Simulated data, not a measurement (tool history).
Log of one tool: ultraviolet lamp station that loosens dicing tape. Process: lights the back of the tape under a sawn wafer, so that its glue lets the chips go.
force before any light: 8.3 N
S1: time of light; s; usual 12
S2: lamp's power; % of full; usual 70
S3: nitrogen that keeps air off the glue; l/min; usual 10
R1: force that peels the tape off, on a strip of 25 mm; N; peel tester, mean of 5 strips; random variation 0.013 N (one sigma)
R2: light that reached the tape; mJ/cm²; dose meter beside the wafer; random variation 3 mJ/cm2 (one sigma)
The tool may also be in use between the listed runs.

| run | hour | S1 | S2 | S3 | R1 | R2 |
|---|---|---|---|---|---|---|
| 1 | 0 | 12 | 70 | 10 | 0.606 | 447 |
| 2 | 22.4 | 12 | 70 | 6 | 1.007 | 442 |
| 3 | 47.3 | 12 | 70 | 6 | 1.015 | 444 |
| 4 | 58.3 | 12 | 70 | 6 | 0.976 | 448 |
| 5 | 78.4 | 12 | 70 | 6 | 0.984 | 445 |
| 6 | 103.3 | 12 | 70 | 6 | 0.974 | 451 |
| 7 | 121.5 | 12 | 70 | 6 | 1.01 | 447 |
| 8 | 140.4 | 12 | 70 | 6 | 1.003 | 444 |
| 9 | 161.7 | 12 | 70 | 10 | 0.626 | 444 |
| 10 | 185.1 | 12 | 70 | 10 | 0.628 | 448 |
| 11 | 210.5 | 12 | 70 | 10 | 0.647 | 447 |
| 12 | 228.2 | 12 | 70 | 10 | 0.621 | 449 |
| 13 | 246 | 12 | 65 | 4 | 1.536 | 415 |
| 14 | 263.3 | 12 | 65 | 4 | 1.552 | 417 |
| 15 | 273.7 | 12 | 65 | 4 | 1.58 | 417 |
| 16 | 295.3 | 22 | 90 | 4 | 0.255 | 1057 |
| 17 | 317.5 | 12 | 62 | 8 | 0.985 | 395 |
| 18 | 331.5 | 12 | 62 | 8 | 0.991 | 402 |
| 19 | 343 | 10 | 80 | 10 | 0.715 | 425 |
| 20 | 367.3 | 11 | 86 | 9 | 0.523 | 505 |
| 21 | 381.7 | 11 | 64 | 9 | 0.959 | 377 |
| 22 | 392.2 | 13 | 96 | 11 | 0.239 | 662 |
| 23 | 416.4 | 13 | 97 | 9 | 0.282 | 670 |

5 ways to go on from here, each from the tool as it stands after run 23. What would each give?
| A | 431.4 | 14 | 97 | 3 | ? | ? |
| B | 431.4 | 13 | 97 | 15 | ? | ? |
| C | 431.4 | 12 | 62 | 10 | ? | ? |
| D | 431.4 | 13 | 67 | 9 | ? | ? |
| E | 431.4 | 9 | 76 | 17 | ? | ? |

| run | R1 | R2 |
|---|---|---|
| A | 0.677 | 725 |
| B | 0.201 | 667 |
| C | 0.805 | 394 |
| D | 0.656 | 465 |
| E | 0.625 | 358 |
Without the tool's hidden state the same runs would have given:
| run | R1 | R2 |
|---|---|---|
| A | 0.674 | 727 |
| B | 0.201 | 669 |
| C | 0.801 | 395 |
| D | 0.652 | 466 |
| E | 0.622 | 359 |

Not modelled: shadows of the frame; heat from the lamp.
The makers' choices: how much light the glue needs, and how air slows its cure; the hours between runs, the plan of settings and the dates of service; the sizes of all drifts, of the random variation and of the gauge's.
